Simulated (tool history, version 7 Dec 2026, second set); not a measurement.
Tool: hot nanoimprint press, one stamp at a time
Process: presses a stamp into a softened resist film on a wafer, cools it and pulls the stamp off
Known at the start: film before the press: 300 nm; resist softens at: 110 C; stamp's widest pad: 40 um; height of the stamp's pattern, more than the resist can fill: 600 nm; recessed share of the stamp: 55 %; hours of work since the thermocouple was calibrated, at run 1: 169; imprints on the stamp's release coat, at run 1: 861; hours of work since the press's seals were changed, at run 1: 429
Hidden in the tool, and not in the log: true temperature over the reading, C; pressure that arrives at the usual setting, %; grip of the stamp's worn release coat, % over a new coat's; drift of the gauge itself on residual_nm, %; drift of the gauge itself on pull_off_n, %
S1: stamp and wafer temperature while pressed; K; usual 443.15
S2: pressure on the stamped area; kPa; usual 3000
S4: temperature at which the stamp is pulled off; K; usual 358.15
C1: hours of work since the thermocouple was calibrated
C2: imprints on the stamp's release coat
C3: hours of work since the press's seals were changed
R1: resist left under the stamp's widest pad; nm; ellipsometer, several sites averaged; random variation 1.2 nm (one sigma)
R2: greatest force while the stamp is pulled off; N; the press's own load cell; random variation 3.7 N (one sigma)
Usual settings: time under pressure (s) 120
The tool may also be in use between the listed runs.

run 1 hour=0.0 | S1=443.15 S2=3000 time_under_pressure_(s)=120 S4=358.15 | C1=169 C2=861 C3=429 | R1=185.2 R2=216
run 2 hour=16.8 | S1=443.15 S2=3000 time_under_pressure_(s)=120 S4=358.15 | C1=180 C2=919 C3=440 | R1=188.0 R2=224
run 3 hour=38.7 | S1=443.15 S2=3000 time_under_pressure_(s)=120 S4=358.15 | C1=195 C2=994 C3=455 | R1=188.9 R2=227
run 4 hour=53.9 | S1=449.15 S2=3000 time_under_pressure_(s)=120 S4=358.15 | C1=205 C2=1047 C3=465 | R1=138.5 R2=219
run 5 hour=71.5 | S1=449.15 S2=3000 time_under_pressure_(s)=120 S4=358.15 | C1=217 C2=1108 C3=477 | R1=138.7 R2=220
-- hour=81.7 stamp cleaned and given a new release coat
run 6 hour=97.3 | S1=449.15 S2=3000 time_under_pressure_(s)=120 S4=358.15 | C1=231 C2=54 C3=490 | R1=137.4 R2=186
run 7 hour=121.7 | S1=449.15 S2=3000 time_under_pressure_(s)=120 S4=358.15 | C1=247 C2=138 C3=507 | R1=140.6 R2=189
run 8 hour=138.3 | S1=443.15 S2=3000 time_under_pressure_(s)=120 S4=358.15 | C1=258 C2=196 C3=518 | R1=190.3 R2=183
run 9 hour=161.3 | S1=443.15 S2=3000 time_under_pressure_(s)=120 S4=358.15 | C1=274 C2=275 C3=534 | R1=190.2 R2=191
run 10 hour=177.4 | S1=443.15 S2=3000 time_under_pressure_(s)=120 S4=344.15 | C1=285 C2=330 C3=545 | R1=192.2 R2=225
run 11 hour=208.9 | S1=443.15 S2=3000 time_under_pressure_(s)=120 S4=358.15 | C1=306 C2=439 C3=566 | R1=190.0 R2=197
-- hour=213.6 plate thermocouple calibrated
run 12 hour=231.4 | S1=443.15 S2=3000 time_under_pressure_(s)=120 S4=358.15 | C1=12 C2=507 C3=579 | R1=196.7 R2=202
run 13 hour=252.9 | S1=443.15 S2=3000 time_under_pressure_(s)=121 S4=358.15 | C1=27 C2=581 C3=594 | R1=196.7 R2=213
run 14 hour=281.2 | S1=443.15 S2=3000 time_under_pressure_(s)=121 S4=358.15 | C1=46 C2=679 C3=613 | R1=200.1 R2=213
run 15 hour=308.0 | S1=443.15 S2=3000 time_under_pressure_(s)=121 S4=358.15 | C1=64 C2=771 C3=631 | R1=202.0 R2=219
-- hour=322.0 plate thermocouple calibrated, once more
run 16 hour=329.0 | S1=447.15 S2=3000 time_under_pressure_(s)=237 S4=358.15 | C1=5 C2=833 C3=643 | R1=116.0 R2=212
run 17 hour=352.9 | S1=431.15 S2=3000 time_under_pressure_(s)=120 S4=345.15 | C1=21 C2=916 C3=659 | R1=272.1 R2=247
run 18 hour=372.1 | S1=439.15 S2=4150 time_under_pressure_(s)=179 S4=352.15 | C1=34 C2=982 C3=672 | R1=173.7 R2=242
run 19 hour=399.8 | S1=450.15 S2=3000 time_under_pressure_(s)=120 S4=360.15 | C1=53 C2=1078 C3=691 | R1=127.6 R2=214
-- hour=417.1 stamp cleaned and given a new release coat
run 20 hour=419.9 | S1=443.15 S2=4420 time_under_pressure_(s)=66 S4=357.15 | C1=62 C2=10 C3=701 | R1=185.0 R2=188
run 21 hour=449.3 | S1=435.15 S2=3000 time_under_pressure_(s)=120 S4=350.15 | C1=82 C2=111 C3=721 | R1=248.9 R2=210
run 22 hour=470.4 | S1=440.15 S2=3000 time_under_pressure_(s)=97 S4=358.15 | C1=96 C2=184 C3=735 | R1=223.2 R2=190
run 23 hour=502.0 | S1=440.15 S2=3000 time_under_pressure_(s)=96 S4=352.15 | C1=118 C2=293 C3=756 | R1=223.4 R2=207
run 24 hour=519.1 | S1=440.15 S2=3000 time_under_pressure_(s)=96 S4=352.15 | C1=129 C2=352 C3=768 | R1=226.0 R2=210
run 25 hour=541.7 | S1=440.15 S2=3000 time_under_pressure_(s)=163 S4=366.15 | C1=145 C2=430 C3=783 | R1=196.2 R2=179
run 26 hour=569.3 | S1=437.15 S2=2380 time_under_pressure_(s)=108 S4=366.15 | C1=163 C2=525 C3=802 | R1=253.3 R2=183
run 27 hour=601.0 | S1=445.15 S2=2140 time_under_pressure_(s)=120 S4=358.15 | C1=185 C2=635 C3=823 | R1=192.4 R2=207
run 28 hour=629.0 | S1=445.15 S2=2140 time_under_pressure_(s)=120 S4=358.15 | C1=204 C2=731 C3=842 | R1=192.6 R2=205
run 29 hour=642.6 | S1=445.15 S2=2140 time_under_pressure_(s)=120 S4=358.15 | C1=213 C2=779 C3=851 | R1=194.1 R2=208
run 30 hour=661.9 | S1=445.15 S2=2140 time_under_pressure_(s)=145 S4=358.15 | C1=226 C2=845 C3=865 | R1=187.8 R2=216

The same runs without the tool's hidden state, with the same run-to-run variation:
run=1 R1=178.2 R2=179
run=2 R1=180.7 R2=183
run=3 R1=181.0 R2=184
run=4 R1=131.7 R2=175
run=5 R1=131.6 R2=174
run=6 R1=129.9 R2=182
run=7 R1=132.5 R2=182
run=8 R1=180.2 R2=174
run=9 R1=179.6 R2=178
run=10 R1=181.2 R2=208
run=11 R1=178.4 R2=177
run=12 R1=178.6 R2=177
run=13 R1=178.2 R2=185
run=14 R1=180.5 R2=181
run=15 R1=181.8 R2=182
run=16 R1=114.9 R2=178
run=17 R1=271.4 R2=205
run=18 R1=170.6 R2=198
run=19 R1=125.2 R2=171
run=20 R1=180.7 R2=187
run=21 R1=246.1 R2=205
run=22 R1=219.2 R2=182
run=23 R1=218.6 R2=194
run=24 R1=220.9 R2=194
run=25 R1=190.1 R2=162
run=26 R1=249.0 R2=162
run=27 R1=186.1 R2=180
run=28 R1=185.8 R2=175
run=29 R1=187.0 R2=176
run=30 R1=180.1 R2=180

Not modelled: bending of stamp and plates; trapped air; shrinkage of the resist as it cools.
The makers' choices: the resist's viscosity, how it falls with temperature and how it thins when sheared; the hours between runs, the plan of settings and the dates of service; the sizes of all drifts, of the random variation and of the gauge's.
